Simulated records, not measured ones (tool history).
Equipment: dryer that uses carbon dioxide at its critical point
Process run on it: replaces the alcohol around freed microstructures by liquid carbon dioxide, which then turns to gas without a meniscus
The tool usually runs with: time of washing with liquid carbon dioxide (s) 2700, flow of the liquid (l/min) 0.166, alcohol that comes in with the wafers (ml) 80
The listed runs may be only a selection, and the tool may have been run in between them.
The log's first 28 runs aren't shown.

run    hour  time of washing with liquid carbon dioxide (s)  flow of the liquid (l/min)  alcohol that comes in with the wafers (ml)  hours of work since the filter was changed  hours of work since the purifier's bed was changed  alcohol left in the vessel before it's heated (ppm by volume)
 29   829.3                                            3540                       0.234                                          36                                         143                                                1368                                                            206
      856.1  -- purifier's bed changed
 30   858.6                                            2460                       0.166                                          80                                         164                                                   2                                                            197
 31   876.4                                            3840                       0.166                                          80                                         178                                                  16                                                             21
 32   908.4                                            1620                       0.142                                          80                                         203                                                  41                                                           2925
 33   940.1                                            2700                       0.166                                          33                                         228                                                  66                                                             69
 34   968.0                                            3900                       0.131                                          38                                         250                                                  88                                                             41
 35   987.3                                            2700                       0.166                                          76                                         265                                                 103                                                            149
 36  1022.1                                            2700                       0.166                                          76                                         293                                                 131                                                            183
 37  1053.6                                            2700                       0.166                                          76                                         317                                                 155                                                            188
 38  1086.7                                            3120                       0.166                                          55                                         343                                                 182                                                             80
 39  1125.1                                            3300                       0.127                                          47                                         374                                                 212                                                            219
 40  1161.2                                            2160                       0.102                                          72                                         402                                                 240                                                           4327
     1186.5  -- inlet filter changed
 41  1197.8                                            4080                       0.192                                          80                                           9                                                 268                                                             40
 42  1225.0                                            3480                       0.192                                          63                                          30                                                 290                                                             42
 43  1267.5                                            1860                       0.245                                          91                                          64                                                 323                                                            124
 44  1291.8                                            2700                       0.177                                          80                                          83                                                 342                                                             98
 45  1326.5                                            2460                       0.166                                          80                                         110                                                 370                                                            216
 46  1345.0                                            2220                       0.166                                          95                                         125                                                 384                                                            436
 47  1378.2                                            2220                       0.166                                          95                                         151                                                 410                                                            463

Forecast each of these 3 alternatives for the next run:
  A  1411.1                                            4140                       0.203                                          33                                         177                                                 436                                                              ?
  B  1411.1                                            2100                       0.166                                          34                                         177                                                 436                                                              ?
  C  1411.1                                            3780                       0.238                                          80                                         177                                                 436                                                              ?

run  alcohol left in the vessel before it's heated (ppm by volume)
  A                                                             65
  B                                                            271
  C                                                             57
Had the tool no hidden state, the same runs would have come out as:
run  alcohol left in the vessel before it's heated (ppm by volume)
  A                                                              5
  B                                                            142
  C                                                              0

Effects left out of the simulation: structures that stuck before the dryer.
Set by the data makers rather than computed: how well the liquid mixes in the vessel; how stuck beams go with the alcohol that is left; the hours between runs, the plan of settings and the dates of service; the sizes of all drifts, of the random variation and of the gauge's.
